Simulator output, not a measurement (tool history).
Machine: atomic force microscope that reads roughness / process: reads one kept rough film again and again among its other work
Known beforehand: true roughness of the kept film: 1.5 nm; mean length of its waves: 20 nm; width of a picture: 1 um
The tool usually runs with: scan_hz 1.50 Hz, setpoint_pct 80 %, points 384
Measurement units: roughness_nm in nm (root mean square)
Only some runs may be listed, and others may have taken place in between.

run 1 hour=0.0 | scan_hz=1.50 setpoint_pct=80 points=384 | roughness_nm=1.041
-- hour=11.4 new tip fitted
run 2 hour=24.5 | scan_hz=1.77 setpoint_pct=80 points=384 | roughness_nm=1.186
run 3 hour=43.2 | scan_hz=1.77 setpoint_pct=80 points=384 | roughness_nm=1.182
run 4 hour=58.4 | scan_hz=1.77 setpoint_pct=80 points=384 | roughness_nm=1.156
run 5 hour=80.7 | scan_hz=1.77 setpoint_pct=80 points=384 | roughness_nm=1.150
run 6 hour=108.8 | scan_hz=1.50 setpoint_pct=80 points=287 | roughness_nm=1.135
run 7 hour=141.0 | scan_hz=1.50 setpoint_pct=73 points=384 | roughness_nm=1.157
run 8 hour=170.0 | scan_hz=1.50 setpoint_pct=73 points=384 | roughness_nm=1.143
run 9 hour=187.8 | scan_hz=1.50 setpoint_pct=73 points=384 | roughness_nm=1.120
run 10 hour=202.9 | scan_hz=1.50 setpoint_pct=73 points=384 | roughness_nm=1.125
run 11 hour=228.2 | scan_hz=1.50 setpoint_pct=73 points=384 | roughness_nm=1.092
run 12 hour=249.1 | scan_hz=1.50 setpoint_pct=73 points=384 | roughness_nm=1.090
run 13 hour=280.0 | scan_hz=1.50 setpoint_pct=73 points=384 | roughness_nm=1.074
run 14 hour=297.8 | scan_hz=1.50 setpoint_pct=80 points=384 | roughness_nm=1.035
run 15 hour=315.6 | scan_hz=1.50 setpoint_pct=67 points=384 | roughness_nm=1.066
-- hour=325.4 new tip fitted
run 16 hour=349.3 | scan_hz=3.16 setpoint_pct=80 points=384 | roughness_nm=1.095
run 17 hour=382.7 | scan_hz=2.91 setpoint_pct=59 points=286 | roughness_nm=1.200
run 18 hour=399.0 | scan_hz=2.91 setpoint_pct=57 points=286 | roughness_nm=1.206
run 19 hour=426.7 | scan_hz=2.91 setpoint_pct=57 points=286 | roughness_nm=1.184
run 20 hour=448.9 | scan_hz=0.99 setpoint_pct=80 points=957 | roughness_nm=1.184
run 21 hour=480.1 | scan_hz=0.99 setpoint_pct=80 points=682 | roughness_nm=1.160
run 22 hour=499.3 | scan_hz=1.50 setpoint_pct=80 points=315 | roughness_nm=1.100
run 23 hour=526.0 | scan_hz=1.50 setpoint_pct=55 points=384 | roughness_nm=1.167
run 24 hour=546.3 | scan_hz=3.36 setpoint_pct=78 points=997 | roughness_nm=0.999
run 25 hour=580.2 | scan_hz=1.30 setpoint_pct=90 points=348 | roughness_nm=1.015
run 26 hour=607.5 | scan_hz=1.04 setpoint_pct=61 points=679 | roughness_nm=1.132
run 27 hour=623.3 | scan_hz=1.92 setpoint_pct=76 points=354 | roughness_nm=1.019
-- hour=637.9 new tip fitted
run 28 hour=654.3 | scan_hz=0.97 setpoint_pct=61 points=354 | roughness_nm=1.274
run 29 hour=679.3 | scan_hz=0.97 setpoint_pct=61 points=354 | roughness_nm=1.253

4 ways to go on from here, each from the tool as it stands after run 29. What would each give?
run A hour=712.7 | scan_hz=0.97 setpoint_pct=61 points=414 | roughness_nm=?
run B hour=712.7 | scan_hz=1.50 setpoint_pct=62 points=835 | roughness_nm=?
run C hour=712.7 | scan_hz=0.60 setpoint_pct=80 points=845 | roughness_nm=?
run D hour=712.7 | scan_hz=0.51 setpoint_pct=79 points=309 | roughness_nm=?

run=A roughness_nm=1.240
run=B roughness_nm=1.241
run=C roughness_nm=1.234
run=D roughness_nm=1.209
What these runs would have given with no unlogged condition in the tool:
run=A roughness_nm=1.314
run=B roughness_nm=1.316
run=C roughness_nm=1.308
run=D roughness_nm=1.281

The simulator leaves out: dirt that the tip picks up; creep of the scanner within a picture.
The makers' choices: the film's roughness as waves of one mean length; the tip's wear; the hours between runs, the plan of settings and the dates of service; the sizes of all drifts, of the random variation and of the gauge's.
